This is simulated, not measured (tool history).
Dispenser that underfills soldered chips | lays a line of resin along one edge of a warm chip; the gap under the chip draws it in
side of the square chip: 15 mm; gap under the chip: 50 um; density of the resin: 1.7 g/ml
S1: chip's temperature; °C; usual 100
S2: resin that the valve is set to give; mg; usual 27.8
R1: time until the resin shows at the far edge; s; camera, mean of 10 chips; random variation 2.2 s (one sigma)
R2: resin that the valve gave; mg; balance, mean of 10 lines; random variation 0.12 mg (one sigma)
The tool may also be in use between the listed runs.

{"run": 1, "hour": 0.0, "S1": 100, "S2": 27.8, "R1": 269.4, "R2": 26.67}
{"hour": 9.9, "done": "new syringe of resin"}
{"run": 2, "hour": 10.7, "S1": 100, "S2": 34.9, "R1": 234.2, "R2": 33.27}
{"run": 3, "hour": 15.8, "S1": 100, "S2": 34.9, "R1": 268.3, "R2": 33.34}
{"hour": 23.3, "done": "dispensing valve cleaned and set on the balance"}
{"run": 4, "hour": 23.7, "S1": 100, "S2": 34.9, "R1": 325.5, "R2": 34.74}
{"hour": 26.7, "done": "new syringe of resin"}
{"run": 5, "hour": 32.9, "S1": 100, "S2": 34.9, "R1": 264.8, "R2": 34.94}
{"run": 6, "hour": 38.2, "S1": 115, "S2": 27.8, "R1": 177.9, "R2": 27.89}
{"hour": 42.8, "done": "new syringe of resin"}
{"run": 7, "hour": 45.7, "S1": 115, "S2": 27.8, "R1": 141.1, "R2": 27.6}
{"run": 8, "hour": 50.7, "S1": 115, "S2": 27.8, "R1": 163.3, "R2": 27.51}
{"run": 9, "hour": 55.9, "S1": 100, "S2": 34.6, "R1": 320.3, "R2": 33.63}
{"hour": 58.5, "done": "new syringe of resin"}
{"run": 10, "hour": 65.5, "S1": 100, "S2": 34.6, "R1": 275.5, "R2": 33.73}
{"hour": 74.0, "done": "new syringe of resin"}
{"run": 11, "hour": 74.4, "S1": 100, "S2": 27.8, "R1": 231.3, "R2": 27.21}
{"run": 12, "hour": 85.6, "S1": 100, "S2": 26.8, "R1": 312.2, "R2": 26.1}
{"hour": 89.8, "done": "new syringe of resin"}
{"run": 13, "hour": 92.3, "S1": 102, "S2": 26.8, "R1": 234.5, "R2": 25.9}
{"run": 14, "hour": 99.3, "S1": 102, "S2": 26.8, "R1": 281.1, "R2": 25.83}
{"hour": 105.8, "done": "new syringe of resin"}
{"run": 15, "hour": 108.9, "S1": 86, "S2": 27.8, "R1": 437.0, "R2": 26.49}
{"run": 16, "hour": 117.6, "S1": 100, "S2": 32.7, "R1": 309.7, "R2": 30.96}
{"hour": 121.3, "done": "new syringe of resin"}
{"run": 17, "hour": 127.5, "S1": 100, "S2": 27.8, "R1": 276.3, "R2": 26.19}
{"hour": 134.1, "done": "dispensing valve cleaned and set on the balance"}
{"hour": 138.0, "done": "new syringe of resin"}
{"run": 18, "hour": 140.1, "S1": 100, "S2": 27.8, "R1": 252.4, "R2": 27.61}
{"run": 19, "hour": 148.5, "S1": 100, "S2": 25.3, "R1": 313.9, "R2": 25.14}
{"hour": 153.9, "done": "new syringe of resin"}
{"run": 20, "hour": 159.1, "S1": 107, "S2": 24.1, "R1": 212.3, "R2": 23.59}
{"run": 21, "hour": 166.8, "S1": 95, "S2": 29.8, "R1": 388.7, "R2": 29.44}
{"hour": 170.1, "done": "new syringe of resin"}
{"run": 22, "hour": 177.1, "S1": 114, "S2": 31.5, "R1": 161.4, "R2": 30.9}
{"run": 23, "hour": 183.5, "S1": 114, "S2": 31.5, "R1": 188.3, "R2": 30.45}
{"hour": 185.6, "done": "new syringe of resin"}
{"run": 24, "hour": 192.2, "S1": 85, "S2": 25.6, "R1": 515.6, "R2": 24.8}
{"hour": 201.6, "done": "new syringe of resin"}
{"run": 25, "hour": 202.0, "S1": 91, "S2": 31.7, "R1": 335.0, "R2": 30.58}
{"run": 26, "hour": 210.8, "S1": 91, "S2": 31.7, "R1": 424.1, "R2": 30.32}
{"run": 27, "hour": 215.5, "S1": 89, "S2": 30.0, "R1": 528.8, "R2": 28.75}
{"hour": 217.3, "done": "new syringe of resin"}
{"run": 28, "hour": 221.1, "S1": 97, "S2": 28.1, "R1": 289.6, "R2": 26.65}
{"run": 29, "hour": 226.5, "S1": 97, "S2": 28.1, "R1": 334.2, "R2": 26.87}
{"hour": 232.8, "done": "new syringe of resin"}
{"run": 30, "hour": 234.2, "S1": 97, "S2": 28.1, "R1": 282.6, "R2": 26.78}
{"hour": 244.7, "done": "dispensing valve cleaned and set on the balance"}
{"run": 31, "hour": 245.3, "S1": 89, "S2": 35.6, "R1": 502.7, "R2": 35.51}
{"hour": 249.7, "done": "new syringe of resin"}
{"run": 32, "hour": 250.5, "S1": 89, "S2": 35.6, "R1": 364.5, "R2": 35.67}
{"run": 33, "hour": 259.0, "S1": 109, "S2": 35.6, "R1": 212.7, "R2": 35.15}
{"run": 34, "hour": 264.2, "S1": 109, "S2": 35.6, "R1": 241.1, "R2": 35.28}
{"hour": 265.2, "done": "new syringe of resin"}
{"run": 35, "hour": 273.5, "S1": 90, "S2": 33.2, "R1": 435.7, "R2": 32.58}

Forecast each of these 3 alternatives for the next run:
{"run": "A", "hour": 278.3, "S1": 93, "S2": 23.8, "R1": "?", "R2": "?"}
{"run": "B", "hour": 278.3, "S1": 93, "S2": 29.1, "R1": "?", "R2": "?"}
{"run": "C", "hour": 278.3, "S1": 115, "S2": 33.2, "R1": "?", "R2": "?"}

run=A R1=461.8 R2=23.59
run=B R1=440.5 R2=28.52
run=C R1=185.6 R2=32.80
Without the tool's hidden state the same runs would have given:
run=A R1=298.2 R2=24.00
run=B R1=285.3 R2=29.02
run=C R1=121.6 R2=33.37
